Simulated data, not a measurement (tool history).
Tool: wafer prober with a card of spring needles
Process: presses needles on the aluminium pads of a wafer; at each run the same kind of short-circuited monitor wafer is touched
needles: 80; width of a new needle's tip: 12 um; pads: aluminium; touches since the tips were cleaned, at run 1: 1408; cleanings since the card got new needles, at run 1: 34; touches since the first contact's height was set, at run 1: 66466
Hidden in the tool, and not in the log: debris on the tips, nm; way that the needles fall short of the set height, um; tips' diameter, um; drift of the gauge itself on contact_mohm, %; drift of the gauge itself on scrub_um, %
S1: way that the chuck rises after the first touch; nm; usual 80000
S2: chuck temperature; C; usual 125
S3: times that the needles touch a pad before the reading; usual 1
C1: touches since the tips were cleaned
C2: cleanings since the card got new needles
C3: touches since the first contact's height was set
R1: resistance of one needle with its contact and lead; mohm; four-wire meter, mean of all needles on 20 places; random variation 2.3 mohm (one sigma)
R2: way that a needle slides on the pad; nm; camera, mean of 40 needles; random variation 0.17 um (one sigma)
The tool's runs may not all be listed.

run	hour	S1	S2	S3	C1	C2	C3	R1	R2
1	0	80000	125	1	1408	34	66466	270	15920
# hour 0.8: tips cleaned on abrasive film
# hour 3.6: tips cleaned on abrasive film
# hour 6.4: tips cleaned on abrasive film
# hour 9.8: tips cleaned on abrasive film
# hour 13.3: tips cleaned on abrasive film
# hour 16.1: tips cleaned on abrasive film
# hour 18.9: tips cleaned on abrasive film
# hour 21.7: tips cleaned on abrasive film
# hour 24.5: tips cleaned on abrasive film
# hour 27.9: tips cleaned on abrasive film
# hour 30.7: tips cleaned on abrasive film
# hour 33.5: tips cleaned on abrasive film
# hour 37: tips cleaned on abrasive film
2	39.2	80000	125	1	1398	47	90400	271	15480
# hour 39.9: tips cleaned on abrasive film
# hour 42.7: tips cleaned on abrasive film
# hour 46.2: tips cleaned on abrasive film
# hour 49.7: tips cleaned on abrasive film
# hour 53.1: tips cleaned on abrasive film
# hour 55.9: tips cleaned on abrasive film
# hour 58.7: tips cleaned on abrasive film
# hour 62.2: tips cleaned on abrasive film
# hour 65: tips cleaned on abrasive film
# hour 68.4: tips cleaned on abrasive film
# hour 71.9: tips cleaned on abrasive film
3	72.9	80000	125	1	662	58	111045	267	15260
# hour 75.1: tips cleaned on abrasive film
# hour 77.9: tips cleaned on abrasive film
# hour 80.6: tips cleaned on abrasive film
# hour 84.1: tips cleaned on abrasive film
# hour 87.6: tips cleaned on abrasive film
# hour 91: tips cleaned on abrasive film
# hour 93.8: tips cleaned on abrasive film
# hour 97.3: tips cleaned on abrasive film
# hour 100.8: tips cleaned on abrasive film
# hour 103.5: tips cleaned on abrasive film
# hour 107: tips cleaned on abrasive film
# hour 110.5: tips cleaned on abrasive film
# hour 113.3: tips cleaned on abrasive film
# hour 116.7: tips cleaned on abrasive film
# hour 120.2: tips cleaned on abrasive film
# hour 123.7: tips cleaned on abrasive film
# hour 127.1: tips cleaned on abrasive film
# hour 129.9: tips cleaned on abrasive film
# hour 132.7: tips cleaned on abrasive film
# hour 136.2: tips cleaned on abrasive film
# hour 139.6: tips cleaned on abrasive film
4	141.9	88000	125	1	1440	79	153305	268	16810
# hour 142.7: tips cleaned on abrasive film
# hour 145.5: tips cleaned on abrasive film
# hour 148.3: tips cleaned on abrasive film
# hour 151.7: tips cleaned on abrasive film
# hour 154.5: tips cleaned on abrasive film
# hour 158: tips cleaned on abrasive film
# hour 161.5: tips cleaned on abrasive film
# hour 164.3: tips cleaned on abrasive film
# hour 167: tips cleaned on abrasive film
# hour 170.5: tips cleaned on abrasive film
# hour 173.3: tips cleaned on abrasive film
# hour 176.1: tips cleaned on abrasive film
5	178.6	88000	125	1	1617	91	175757	270	16560
# hour 179.4: tips cleaned on abrasive film
# hour 182.2: tips cleaned on abrasive film
# hour 185: tips cleaned on abrasive film
# hour 187.8: tips cleaned on abrasive film
# hour 190.6: tips cleaned on abrasive film
# hour 193.4: tips cleaned on abrasive film
# hour 196.2: tips cleaned on abrasive film
# hour 199: tips cleaned on abrasive film
# hour 201.8: tips cleaned on abrasive film
# hour 205.2: tips cleaned on abrasive film
# hour 208.7: tips cleaned on abrasive film
# hour 211.5: tips cleaned on abrasive film
# hour 214.9: tips cleaned on abrasive film
# hour 217.7: tips cleaned on abrasive film
# hour 220.5: tips cleaned on abrasive film
# hour 224: tips cleaned on abrasive film
# hour 227.4: tips cleaned on abrasive film
# hour 230.9: tips cleaned on abrasive film
# hour 233.7: tips cleaned on abrasive film
# hour 236.5: tips cleaned on abrasive film
# hour 240: tips cleaned on abrasive film
# hour 242.8: tips cleaned on abrasive film
# hour 245.5: tips cleaned on abrasive film
# hour 248.3: tips cleaned on abrasive film
6	250.1	80000	125	3	1136	115	219414	267	14340
# hour 251.6: tips cleaned on abrasive film
# hour 254.4: tips cleaned on abrasive film
# hour 257.2: tips cleaned on abrasive film
# hour 260.6: tips cleaned on abrasive film
# hour 263.4: tips cleaned on abrasive film
# hour 266.2: tips cleaned on abrasive film
# hour 269: tips cleaned on abrasive film
# hour 271.8: tips cleaned on abrasive film
# hour 275.3: tips cleaned on abrasive film
# hour 275.6: height of the first contact set anew
# hour 278.3: tips cleaned on abrasive film
# hour 281.1: tips cleaned on abrasive film
# hour 284.6: tips cleaned on abrasive film
# hour 287.4: tips cleaned on abrasive film
# hour 290.9: tips cleaned on abrasive film
# hour 294.3: tips cleaned on abrasive film
# hour 297.1: tips cleaned on abrasive film
# hour 300.6: tips cleaned on abrasive film
# hour 304: tips cleaned on abrasive film
# hour 306.8: tips cleaned on abrasive film
7	308.3	80000	125	3	899	134	20034	264	15980
# hour 309.7: tips cleaned on abrasive film
# hour 312.5: tips cleaned on abrasive film
# hour 315.3: tips cleaned on abrasive film
# hour 318.1: tips cleaned on abrasive film
# hour 320.9: tips cleaned on abrasive film
# hour 324.3: tips cleaned on abrasive film
# hour 327.8: tips cleaned on abrasive film
# hour 330.6: tips cleaned on abrasive film
# hour 334: tips cleaned on abrasive film
# hour 337.5: tips cleaned on abrasive film
# hour 340.3: tips cleaned on abrasive film
8	340.7	80000	125	3	277	145	39868	264	16200
# hour 343.5: tips cleaned on abrasive film
# hour 347: tips cleaned on abrasive film
# hour 349.8: tips cleaned on abrasive film
# hour 353.3: tips cleaned on abrasive film
# hour 356: tips cleaned on abrasive film
# hour 359.5: tips cleaned on abrasive film
# hour 363: tips cleaned on abrasive film
# hour 366.4: tips cleaned on abrasive film
# hour 369.9: tips cleaned on abrasive film
# hour 372.7: tips cleaned on abrasive film
# hour 376.2: tips cleaned on abrasive film
# hour 379.6: tips cleaned on abrasive film
# hour 383.1: tips cleaned on abrasive film
# hour 385.9: tips cleaned on abrasive film
# hour 389.3: tips cleaned on abrasive film
# hour 392.1: tips cleaned on abrasive film
# hour 394.9: tips cleaned on abrasive film
# hour 398.4: tips cleaned on abrasive film
# hour 401.9: tips cleaned on abrasive film
# hour 404.6: tips cleaned on abrasive film
9	405	80000	125	3	216	165	79205	264	15710
# hour 407.8: tips cleaned on abrasive film
# hour 411.2: tips cleaned on abrasive film
# hour 414: tips cleaned on abrasive film
# hour 417.5: tips cleaned on abrasive film
# hour 421: tips cleaned on abrasive film
# hour 423.8: tips cleaned on abrasive film
# hour 427.2: tips cleaned on abrasive film
# hour 430: tips cleaned on abrasive film
# hour 432.8: tips cleaned on abrasive film
# hour 436.3: tips cleaned on abrasive film
# hour 439.7: tips cleaned on abrasive film
# hour 442.5: tips cleaned on abrasive film
10	443.3	80000	125	3	491	177	102658	262	15460
# hour 445.4: tips cleaned on abrasive film
# hour 448.2: tips cleaned on abrasive film
# hour 451: tips cleaned on abrasive film
# hour 454.5: tips cleaned on abrasive film
# hour 457.3: tips cleaned on abrasive film
# hour 460.7: tips cleaned on abrasive film
# hour 464.2: tips cleaned on abrasive film
# hour 467: tips cleaned on abrasive film
# hour 470.5: tips cleaned on abrasive film
# hour 473.9: tips cleaned on abrasive film
# hour 476.7: tips cleaned on abrasive film
# hour 480.2: tips cleaned on abrasive film
# hour 483.6: tips cleaned on abrasive film
# hour 486.4: tips cleaned on abrasive film
# hour 489.9: tips cleaned on abrasive film
# hour 492.7: tips cleaned on abrasive film
# hour 495.5: tips cleaned on abrasive film
# hour 498.9: tips cleaned on abrasive film
11	499.4	84000	125	3	284	195	136963	266	16430
# hour 502.2: tips cleaned on abrasive film
# hour 505: tips cleaned on abrasive film
# hour 508.4: tips cleaned on abrasive film
# hour 511.9: tips cleaned on abrasive film
# hour 514.7: tips cleaned on abrasive film
# hour 517.5: tips cleaned on abrasive film
# hour 520.3: tips cleaned on abrasive film
# hour 523.1: tips cleaned on abrasive film
# hour 525.9: tips cleaned on abrasive film
# hour 529.3: tips cleaned on abrasive film
# hour 532.8: tips cleaned on abrasive film
12	535.1	84000	125	3	1447	206	158822	267	15700
# hour 535.9: tips cleaned on abrasive film
# hour 539.3: tips cleaned on abrasive film
# hour 542.8: tips cleaned on abrasive film
# hour 546.2: tips cleaned on abrasive film
# hour 549: tips cleaned on abrasive film
# hour 551.8: tips cleaned on abrasive film
# hour 555.3: tips cleaned on abrasive film
# hour 558.1: tips cleaned on abrasive film
# hour 560.9: tips cleaned on abrasive film
# hour 563.7: tips cleaned on abrasive film
# hour 566.5: tips cleaned on abrasive film
# hour 569.9: tips cleaned on abrasive film
# hour 572.7: tips cleaned on abrasive film
# hour 575.5: tips cleaned on abrasive film
# hour 579: tips cleaned on abrasive film
# hour 591: card fitted with new needles
# hour 593.8: tips cleaned on abrasive film
13	594.2	62000	125	1	253	1	1954	261	12540

Forecast each of these 4 alternatives for the next run:
# hour 597: tips cleaned on abrasive film
# hour 599.7: tips cleaned on abrasive film
# hour 603.2: tips cleaned on abrasive film
# hour 606: tips cleaned on abrasive film
# hour 608.8: tips cleaned on abrasive film
# hour 612.3: tips cleaned on abrasive film
# hour 615.1: tips cleaned on abrasive film
# hour 618.5: tips cleaned on abrasive film
# hour 621.3: tips cleaned on abrasive film
# hour 624.1: tips cleaned on abrasive film
# hour 627.6: tips cleaned on abrasive film
# hour 631: tips cleaned on abrasive film
A	632.4	77000	64	2	854	13	25345	?	?
# hour 597: tips cleaned on abrasive film
# hour 599.7: tips cleaned on abrasive film
# hour 603.2: tips cleaned on abrasive film
# hour 606: tips cleaned on abrasive film
# hour 608.8: tips cleaned on abrasive film
# hour 612.3: tips cleaned on abrasive film
# hour 615.1: tips cleaned on abrasive film
# hour 618.5: tips cleaned on abrasive film
# hour 621.3: tips cleaned on abrasive film
# hour 624.1: tips cleaned on abrasive film
# hour 627.6: tips cleaned on abrasive film
# hour 631: tips cleaned on abrasive film
B	632.4	80000	70	1	854	13	25345	?	?
# hour 597: tips cleaned on abrasive film
# hour 599.7: tips cleaned on abrasive film
# hour 603.2: tips cleaned on abrasive film
# hour 606: tips cleaned on abrasive film
# hour 608.8: tips cleaned on abrasive film
# hour 612.3: tips cleaned on abrasive film
# hour 615.1: tips cleaned on abrasive film
# hour 618.5: tips cleaned on abrasive film
# hour 621.3: tips cleaned on abrasive film
# hour 624.1: tips cleaned on abrasive film
# hour 627.6: tips cleaned on abrasive film
# hour 631: tips cleaned on abrasive film
C	632.4	62000	125	1	854	13	25345	?	?
# hour 597: tips cleaned on abrasive film
# hour 599.7: tips cleaned on abrasive film
# hour 603.2: tips cleaned on abrasive film
# hour 606: tips cleaned on abrasive film
# hour 608.8: tips cleaned on abrasive film
# hour 612.3: tips cleaned on abrasive film
# hour 615.1: tips cleaned on abrasive film
# hour 618.5: tips cleaned on abrasive film
# hour 621.3: tips cleaned on abrasive film
# hour 624.1: tips cleaned on abrasive film
# hour 627.6: tips cleaned on abrasive film
# hour 631: tips cleaned on abrasive film
D	632.4	82000	47	1	854	13	25345	?	?

run	R1	R2
A	251	15420
B	249	16440
C	270	12430
D	244	16550
Without the tool's hidden state the same runs would have given:
run	R1	R2
A	246	15640
B	242	16660
C	260	12640
D	237	16770

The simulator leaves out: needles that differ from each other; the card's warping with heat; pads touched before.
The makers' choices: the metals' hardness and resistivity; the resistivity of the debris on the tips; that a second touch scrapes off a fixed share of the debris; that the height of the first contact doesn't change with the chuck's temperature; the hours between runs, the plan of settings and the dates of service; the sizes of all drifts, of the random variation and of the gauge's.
